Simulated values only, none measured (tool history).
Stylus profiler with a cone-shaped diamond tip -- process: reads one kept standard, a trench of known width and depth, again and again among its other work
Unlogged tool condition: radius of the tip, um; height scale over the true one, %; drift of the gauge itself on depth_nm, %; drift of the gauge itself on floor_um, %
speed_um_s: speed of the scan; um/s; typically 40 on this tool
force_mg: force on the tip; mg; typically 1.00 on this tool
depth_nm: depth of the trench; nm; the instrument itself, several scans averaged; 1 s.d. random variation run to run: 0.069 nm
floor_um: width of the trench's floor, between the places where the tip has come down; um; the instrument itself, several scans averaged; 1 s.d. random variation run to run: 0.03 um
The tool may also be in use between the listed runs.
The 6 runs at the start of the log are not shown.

run	hour	speed_um_s	force_mg	scans with this tip	hours of work since the height scale was calibrated	depth_nm	floor_um
7	101.7	40	0.60	3729	620	201.45	96.95
8	120.6	40	0.60	3790	630	201.31	96.98
9	131.6	29	1.00	3825	636	201.86	97.05
10	156.9	40	1.00	3907	649	201.82	97.03
11	168.4	40	1.00	3944	655	201.81	97.03
12	182.2	40	1.00	3988	663	201.93	97.09
13	202.4	40	1.00	4053	674	201.82	96.99
14	221.3	40	1.00	4113	684	201.90	97.04
15	245.3	59	1.00	4190	696	201.69	96.93
16	271.1	59	1.00	4273	710	201.91	96.88
17	292.0	59	1.00	4340	721	201.74	96.92
18	303.3	48	0.38	4376	727	201.05	96.85
19	315.0	10	1.73	4414	734	202.62	97.15
20	334.1	12	1.23	4475	744	202.19	97.16
21	347.5	34	1.23	4518	751	202.14	97.02
22	366.6	11	1.23	4579	761	202.14	97.13
23	391.7	11	1.23	4660	774	202.18	97.15
24	413.2	21	0.65	4728	786	201.37	97.04
25	438.9	47	1.23	4811	800	202.18	97.04
26	460.4	47	1.11	4880	811	202.01	97.01
27	486.3	36	0.48	4963	825	201.05	96.97
28	508.2	25	2.67	5033	837	203.54	97.16

What will run 29 give?
29	533.8	20	1.00	5115	850	?	?

depth_nm: 201.92 nm
floor_um: 97.18 um
The same run, on a tool lacking any hidden state, would have yielded depth_nm 201.92 nm, floor_um 97.18 um.
